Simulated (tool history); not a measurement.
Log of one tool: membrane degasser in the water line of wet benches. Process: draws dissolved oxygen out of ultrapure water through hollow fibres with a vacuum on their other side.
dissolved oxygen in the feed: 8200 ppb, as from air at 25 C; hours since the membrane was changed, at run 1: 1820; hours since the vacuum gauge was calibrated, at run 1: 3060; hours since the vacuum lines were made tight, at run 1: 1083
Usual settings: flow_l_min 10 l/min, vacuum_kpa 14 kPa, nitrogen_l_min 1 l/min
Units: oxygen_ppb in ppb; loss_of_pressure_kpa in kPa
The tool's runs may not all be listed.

| run | hour | flow_l_min | vacuum_kpa | nitrogen_l_min | hours since the membrane was changed | hours since the vacuum gauge was calibrated | hours since the vacuum lines were made tight | oxygen_ppb | loss_of_pressure_kpa |
|---|---|---|---|---|---|---|---|---|---|
| 1 | 0 | 10 | 14 | 1 | 1820 | 3060 | 1083 | 452 | 49.21 |
| 2 | 98.5 | 10 | 14 | 1.89 | 1918 | 3158 | 1181 | 351.7 | 49.01 |
| 3 | 152 | 10 | 14 | 1 | 1972 | 3212 | 1235 | 457.6 | 49 |
| 4 | 246.4 | 10 | 14 | 1 | 2066 | 3306 | 1329 | 457.7 | 48.93 |
| 5 | 294.5 | 10 | 14 | 1 | 2114 | 3354 | 1377 | 457 | 49.33 |
| 6 | 394.3 | 10 | 14 | 1 | 2214 | 3454 | 1477 | 448.7 | 49.04 |
| 7 | 503.4 | 10 | 14 | 0.75 | 2323 | 3563 | 1586 | 521.7 | 48.64 |
| 8 | 588.6 | 12 | 14 | 1 | 2408 | 3648 | 1671 | 596.9 | 58.75 |
| 9 | 689.2 | 13 | 14 | 1 | 2509 | 3749 | 1772 | 650.7 | 63.56 |
| 10 | 755 | 13 | 14 | 0.91 | 2575 | 3815 | 1838 | 685.2 | 63.6 |
| 11 | 815.6 | 13 | 14 | 0.91 | 2635 | 3875 | 1898 | 682.2 | 63.43 |
| 12 | 863.9 | 13 | 14 | 1.61 | 2684 | 3924 | 1947 | 563.7 | 63.28 |
| 13 | 949.1 | 10 | 14 | 1 | 2769 | 4009 | 2032 | 470.2 | 48.69 |
| 14 | 1020.3 | 10 | 14 | 1 | 2840 | 4080 | 2103 | 467.1 | 48.4 |
| 15 | 1091.6 | 10 | 33.4 | 1 | 2911 | 4151 | 2174 | 863.9 | 48.96 |
| 16 | 1200 | 10 | 33.4 | 1 | 3020 | 4260 | 2283 | 858.9 | 48.8 |
| 17 | 1286.6 | 10 | 33.4 | 1 | 3106 | 4346 | 2369 | 843.8 | 48.24 |
| 18 | 1357.5 | 10 | 11 | 0.93 | 3177 | 4417 | 2440 | 406.6 | 48.81 |
| 19 | 1452.7 | 10 | 11 | 0.93 | 3273 | 4512 | 2535 | 403 | 48.63 |
| 20 | 1523.9 | 9 | 15.6 | 2.56 | 3344 | 4584 | 2607 | 275.4 | 43.79 |
| 21 | 1620.9 | 9 | 15.6 | 2.56 | 3441 | 4681 | 2704 | 277.1 | 43.94 |
| 22 | 1667.7 | 10 | 14 | 0.4 | 3488 | 4727 | 2750 | 752 | 48.36 |
| 23 | 1753.3 | 10 | 14 | 0.4 | 3573 | 4813 | 2836 | 757.4 | 48.35 |
| 24 | 1846.1 | 15 | 15.2 | 1.23 | 3666 | 4906 | 2929 | 756.7 | 72.48 |
| 25 | 1921.7 | 10 | 14 | 1.31 | 3742 | 4981 | 3004 | 412.2 | 48.21 |
| 26 | 2016.1 | 13 | 9.2 | 2.7 | 3836 | 5076 | 3099 | 426.8 | 62.5 |
| 27 | 2124.9 | 10 | 29.8 | 0.44 | 3945 | 5185 | 3208 | 1298.7 | 48.36 |
| 28 | 2184.1 | 10 | 32.2 | 1.6 | 4004 | 5244 | 3267 | 618.9 | 48.45 |
|  | 2224.7 | gauge calibrated |
| 29 | 2275 | 10 | 19.5 | 1.1 | 4095 | 5335 | 3358 | 548.7 | 49.13 |
| 30 | 2363.7 | 9 | 11.2 | 1.59 | 4184 | 5423 | 3446 | 286.4 | 44.29 |
| 31 | 2422.9 | 7 | 27.5 | 0.76 | 4243 | 5483 | 3506 | 581.9 | 34.47 |
| 32 | 2482.3 | 7 | 27.5 | 0.76 | 4302 | 5542 | 3565 | 594.3 | 34.45 |
| 33 | 2589.9 | 10 | 31.4 | 2.63 | 4410 | 5649 | 3673 | 471 | 49.34 |

Some steps in loss_of_pressure_kpa between neighbouring runs. How much of each would the tool show without its hidden state too (settings, what came in, random variation), and how much is left for the hidden state, with any gauge scatter that isn't in both results?
The hidden state here: membrane still open, %; true pressure behind the membrane over the reading, kPa; air that leaks in behind the membrane, l/min; drift of the gauge itself on oxygen_ppb, %; drift of the gauge itself on loss_of_pressure_kpa, %.
Run 23 -> 24: flow_l_min 10 -> 15, vacuum_kpa 14 -> 15.2, nitrogen_l_min 0.4 -> 1.23. loss_of_pressure_kpa +24.13 kPa: hidden state -0.5, all else +24.63.
Run 24 -> 25: flow_l_min 15 -> 10, vacuum_kpa 15.2 -> 14, nitrogen_l_min 1.23 -> 1.31. loss_of_pressure_kpa -24.27 kPa: hidden state +0.42, all else -24.69.
Run 28 -> 29: vacuum_kpa 32.2 -> 19.5, nitrogen_l_min 1.6 -> 1.1, gauge calibrated. loss_of_pressure_kpa +0.68 kPa: hidden state +1.07, all else -0.39.
Run 32 -> 33: flow_l_min 7 -> 10, vacuum_kpa 27.5 -> 31.4, nitrogen_l_min 0.76 -> 2.63. loss_of_pressure_kpa +14.89 kPa: hidden state -0.09, all else +14.98.
